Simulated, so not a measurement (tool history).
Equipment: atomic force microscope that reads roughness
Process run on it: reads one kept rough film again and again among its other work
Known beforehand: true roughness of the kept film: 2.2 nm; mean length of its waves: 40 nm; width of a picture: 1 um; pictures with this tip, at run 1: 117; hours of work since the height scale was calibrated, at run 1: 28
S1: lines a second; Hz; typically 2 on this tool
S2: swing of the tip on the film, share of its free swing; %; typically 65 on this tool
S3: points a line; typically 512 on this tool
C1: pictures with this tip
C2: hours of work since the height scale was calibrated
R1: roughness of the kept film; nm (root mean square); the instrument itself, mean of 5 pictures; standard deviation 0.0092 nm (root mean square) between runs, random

run    day   S1  S2   S3   C1   C2     R1
  1      0    2  65  512  117   28  1.983
  2  0.479    2  65  512  133   37  1.973
  3  0.721    2  65  512  140   41  1.967
  4  1.146    2  65  512  154   49  1.947
  5  1.438    2  65  512  163   55  1.953
  6  1.675    2  65  512  171   59  1.952
  7  2.192  1.7  65  512  187   69  1.953
     2.379  -- new tip fitted
  8  2.504  1.7  65  512    4   74  2.065
  9  2.892  1.7  65  512   17   81  2.057
 10  3.425  1.7  65  512   34   91  2.043
 11  3.942    2  89  512   50  100  1.866
 12  4.162    2  89  512   57  104  1.862
 13  4.592    2  89  512   71  112   1.85
 14  4.808    2  62  512   78  116  2.017
 15  5.042    2  73  512   85  121  1.969
 16  5.479    2  73  512   99  129  1.972
 17  5.821    2  65  512  110  135  2.003
 18  6.167    2  65  512  121  141  2.006
 19  6.608    2  65  418  135  149  1.975

Run 20, settings as shown, results not yet in. Your forecast:
 20  6.879  0.51  65  512  144  154   ?

R1: 2.015 nm (root mean square)
If the tool had no hidden condition, the same run with the same run-to-run variation would have returned R1 2.106 nm (root mean square).
